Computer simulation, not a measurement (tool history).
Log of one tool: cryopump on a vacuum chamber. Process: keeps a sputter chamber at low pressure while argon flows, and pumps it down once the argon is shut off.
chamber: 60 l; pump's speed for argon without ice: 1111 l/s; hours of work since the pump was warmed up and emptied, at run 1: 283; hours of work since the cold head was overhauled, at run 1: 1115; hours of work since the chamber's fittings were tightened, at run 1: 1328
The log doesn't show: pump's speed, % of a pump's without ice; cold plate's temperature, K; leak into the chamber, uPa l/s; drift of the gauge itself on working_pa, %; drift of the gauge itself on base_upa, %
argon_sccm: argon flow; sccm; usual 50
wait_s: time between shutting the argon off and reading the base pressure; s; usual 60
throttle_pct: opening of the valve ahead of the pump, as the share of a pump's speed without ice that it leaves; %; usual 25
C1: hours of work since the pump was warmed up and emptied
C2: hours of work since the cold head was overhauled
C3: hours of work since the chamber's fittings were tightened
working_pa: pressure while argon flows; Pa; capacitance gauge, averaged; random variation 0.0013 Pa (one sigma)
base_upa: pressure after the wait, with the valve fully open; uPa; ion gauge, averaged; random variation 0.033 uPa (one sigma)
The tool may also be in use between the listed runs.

Run 1, hour 0: usual settings; C1 283; C2 1115; C3 1328. Result: working_pa 0.3189 Pa, base_upa 2.63 uPa.
Run 2, hour 42.8: usual settings but wait_s 96 s; C1 309; C2 1141; C3 1354. Result: working_pa 0.3195 Pa, base_upa 2.1 uPa.
Run 3, hour 87: usual settings but wait_s 96 s; C1 335; C2 1167; C3 1380. Result: working_pa 0.321 Pa, base_upa 2.19 uPa.
Run 4, hour 127.1: usual settings but throttle_pct 36 %; C1 359; C2 1191; C3 1404. Result: working_pa 0.2299 Pa, base_upa 2.76 uPa.
Run 5, hour 169.6: usual settings but throttle_pct 36 %; C1 385; C2 1217; C3 1430. Result: working_pa 0.2312 Pa, base_upa 2.8 uPa.
Run 6, hour 208.1: usual settings but throttle_pct 58 %; C1 408; C2 1240; C3 1453. Result: working_pa 0.1525 Pa, base_upa 2.82 uPa.
At hour 222.6: pump warmed up, emptied and cooled again.
Run 7, hour 258.4: usual settings; C1 22; C2 1267; C3 1480. Result: working_pa 0.3043 Pa, base_upa 2.6 uPa.
Run 8, hour 288: usual settings but argon_sccm 62 sccm, throttle_pct 44 %; C1 39; C2 1285; C3 1498. Result: working_pa 0.2171 Pa, base_upa 2.57 uPa.
Run 9, hour 316.1: usual settings but argon_sccm 31 sccm, wait_s 147 s; C1 56; C2 1302; C3 1515. Result: working_pa 0.1895 Pa, base_upa 1.7 uPa.
Run 10, hour 361.2: usual settings but argon_sccm 89 sccm, wait_s 230 s, throttle_pct 42 %; C1 83; C2 1329; C3 1542. Result: working_pa 0.3309 Pa, base_upa 1.61 uPa.
Run 11, hour 397.9: usual settings but argon_sccm 35 sccm, wait_s 45 s, throttle_pct 17 %; C1 106; C2 1351; C3 1564. Result: working_pa 0.3157 Pa, base_upa 3.16 uPa.
Run 12, hour 438.2: usual settings but argon_sccm 35 sccm, wait_s 45 s, throttle_pct 17 %; C1 130; C2 1376; C3 1589. Result: working_pa 0.3183 Pa, base_upa 3.08 uPa.

Run 13 comes next. What will it give?
Run 13, hour 463.3: usual settings but argon_sccm 40 sccm, wait_s 27 s; C1 145; C2 1391; C3 1604. Result: working_pa ?, base_upa ?.

working_pa: 0.2497 Pa
base_upa: 4.46 uPa
Without the tool's hidden state the same run would have given working_pa 0.2436 Pa, base_upa 3.5 uPa.
